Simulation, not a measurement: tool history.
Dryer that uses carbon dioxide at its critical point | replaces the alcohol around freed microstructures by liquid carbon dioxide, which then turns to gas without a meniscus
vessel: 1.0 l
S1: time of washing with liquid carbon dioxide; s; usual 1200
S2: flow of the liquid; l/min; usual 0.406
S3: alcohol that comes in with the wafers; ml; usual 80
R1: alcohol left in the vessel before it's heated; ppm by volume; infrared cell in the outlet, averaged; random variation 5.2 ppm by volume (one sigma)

run,day,S1,S2,S3,R1
1,0.000,1200,0.406,80,186
2,0.871,1140,0.406,80,251
3,1.892,1200,0.406,80,188
4,2.862,1200,0.406,80,194
5,3.412,1200,0.406,80,203
6,3.954,1200,0.406,80,201
7,4.908,1200,0.406,80,198
8,5.671,1200,0.406,80,214
9,6.400,1200,0.406,80,211
10,7.504,1200,0.406,49,162
11,8.462,1200,0.406,49,169
12,8.912,840,0.406,80,942
13,9.729,1200,0.476,80,136
14,10.754,1200,0.476,80,141
15,11.821,1200,0.476,80,143
16,12.508,1200,0.476,80,151
17,13.471,1200,0.476,80,141
18,14.267,1200,0.476,80,149
19,15.079,1200,0.476,80,148
20,15.662,1200,0.476,80,152
21,16.521,1200,0.406,80,252
22,17.083,1200,0.406,80,237
23,17.688,1200,0.406,80,252
# day 18.575: purifier's bed changed
24,18.917,1200,0.406,80,152
25,20.000,1200,0.406,80,156
26,20.746,1200,0.406,80,163
27,21.379,1200,0.406,80,153
28,22.242,1200,0.406,80,154
29,23.183,1200,0.406,80,153
30,23.992,1740,0.580,80,12
31,24.538,1740,0.580,80,18
32,25.038,840,0.429,95,932
33,25.958,840,0.429,95,915
34,26.512,1260,0.251,80,1305
35,27.075,1080,0.506,69,87

Forecast run 36:
36,27.796,1200,0.623,80,?

R1: 23 ppm by volume
Without the tool's hidden state the same run would have given R1 1 ppm by volume.

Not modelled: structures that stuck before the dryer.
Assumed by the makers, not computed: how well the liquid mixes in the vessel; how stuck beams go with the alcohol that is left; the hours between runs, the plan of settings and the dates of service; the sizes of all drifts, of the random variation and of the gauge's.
